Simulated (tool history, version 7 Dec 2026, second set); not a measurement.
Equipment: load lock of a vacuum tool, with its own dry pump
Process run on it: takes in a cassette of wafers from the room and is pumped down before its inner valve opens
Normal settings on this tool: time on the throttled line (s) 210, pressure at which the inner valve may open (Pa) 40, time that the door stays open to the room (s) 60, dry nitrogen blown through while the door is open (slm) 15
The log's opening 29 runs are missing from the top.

run,day,time on the throttled line (s),pressure at which the inner valve may open (Pa),time that the door stays open to the room (s),dry nitrogen blown through while the door is open (slm),hours that the pump has run since its overhaul,times that the door has closed on its seal,"incoming humidity of the room's air, %",time from the closed door until the inner valve may open (s),rise of the pressure with all valves shut (Pa/min)
30,75.862,118,40,225,15,4758,15943,47.1,169.9,0.133
31,79.1,143,52,57,20,4836,16184,46.1,191.2,0.045
32,81.729,143,52,57,20,4899,16379,46.2,190.6,0.043
33,85.112,210,59,60,13,4980,16631,44.8,249.9,0.05
34,88.371,210,59,143,16,5058,16874,47.1,250.8,0.095
35,90.708,210,59,143,16,5114,17047,44.6,250.2,0.087
36,92.688,210,59,143,16,5162,17195,42.3,250.3,0.087
37,96.158,247,59,143,8,5245,17453,46.4,284.4,0.111

Here are 4 independent what-if runs from the current tool condition. What would each one return?
A,98.579,247,59,55,12,5303,17633,43,?,?
B,98.579,372,40,60,8,5303,17633,45.4,?,?
C,98.579,247,59,143,7,5303,17633,40.7,?,?
D,98.579,261,59,143,8,5303,17633,51.4,?,?

run,time from the closed door until the inner valve may open (s),rise of the pressure with all valves shut (Pa/min)
A,283.6,0.051
B,399.7,0.06
C,283.6,0.097
D,296,0.12
Had the tool no hidden state, the same runs would have come out as:
run,time from the closed door until the inner valve may open (s),rise of the pressure with all valves shut (Pa/min)
A,283.6,0.051
B,399.7,0.06
C,283.6,0.097
D,295.9,0.12
